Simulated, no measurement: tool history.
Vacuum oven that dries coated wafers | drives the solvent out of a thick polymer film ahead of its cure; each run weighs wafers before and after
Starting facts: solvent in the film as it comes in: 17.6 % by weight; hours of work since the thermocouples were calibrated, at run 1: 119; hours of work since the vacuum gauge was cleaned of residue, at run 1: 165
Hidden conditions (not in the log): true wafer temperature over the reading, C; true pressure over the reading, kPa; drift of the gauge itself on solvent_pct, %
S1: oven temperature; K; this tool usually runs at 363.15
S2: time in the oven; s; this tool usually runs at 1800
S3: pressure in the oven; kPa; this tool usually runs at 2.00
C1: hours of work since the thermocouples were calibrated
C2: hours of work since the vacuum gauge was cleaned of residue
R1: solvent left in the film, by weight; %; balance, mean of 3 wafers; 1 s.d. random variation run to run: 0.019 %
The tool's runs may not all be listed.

run 1 hour=0.0 | S1=363.15 S2=1800 S3=2.00 | C1=119 C2=165 | R1=1.41
run 2 hour=13.5 | S1=363.15 S2=1800 S3=2.00 | C1=125 C2=172 | R1=1.43
run 3 hour=31.5 | S1=363.15 S2=1800 S3=2.00 | C1=134 C2=180 | R1=1.38
run 4 hour=43.3 | S1=363.15 S2=1800 S3=2.00 | C1=140 C2=186 | R1=1.44
run 5 hour=53.9 | S1=363.15 S2=1800 S3=2.00 | C1=145 C2=191 | R1=1.39
run 6 hour=72.1 | S1=359.15 S2=1500 S3=1.30 | C1=153 C2=199 | R1=2.36
run 7 hour=88.9 | S1=372.15 S2=2640 S3=1.40 | C1=161 C2=208 | R1=0.50
run 8 hour=105.8 | S1=372.15 S2=1080 S3=1.40 | C1=169 C2=216 | R1=0.78
run 9 hour=117.5 | S1=368.15 S2=1260 S3=6.80 | C1=175 C2=221 | R1=3.14
run 10 hour=132.1 | S1=368.15 S2=1260 S3=6.80 | C1=182 C2=228 | R1=3.17

3 options for the next run, each taken on its own from the tool as it stands now. Forecast them:
run A hour=147.5 | S1=369.15 S2=1080 S3=6.80 | C1=189 C2=235 | R1=?
run B hour=147.5 | S1=371.15 S2=2700 S3=2.00 | C1=189 C2=235 | R1=?
run C hour=147.5 | S1=371.15 S2=1560 S3=5.25 | C1=189 C2=235 | R1=?

run=A R1=3.14
run=B R1=0.76
run=C R1=1.97
Stripped of hidden state, with their random variation kept, the same runs would have yielded:
run=A R1=3.21
run=B R1=0.75
run=C R1=1.99

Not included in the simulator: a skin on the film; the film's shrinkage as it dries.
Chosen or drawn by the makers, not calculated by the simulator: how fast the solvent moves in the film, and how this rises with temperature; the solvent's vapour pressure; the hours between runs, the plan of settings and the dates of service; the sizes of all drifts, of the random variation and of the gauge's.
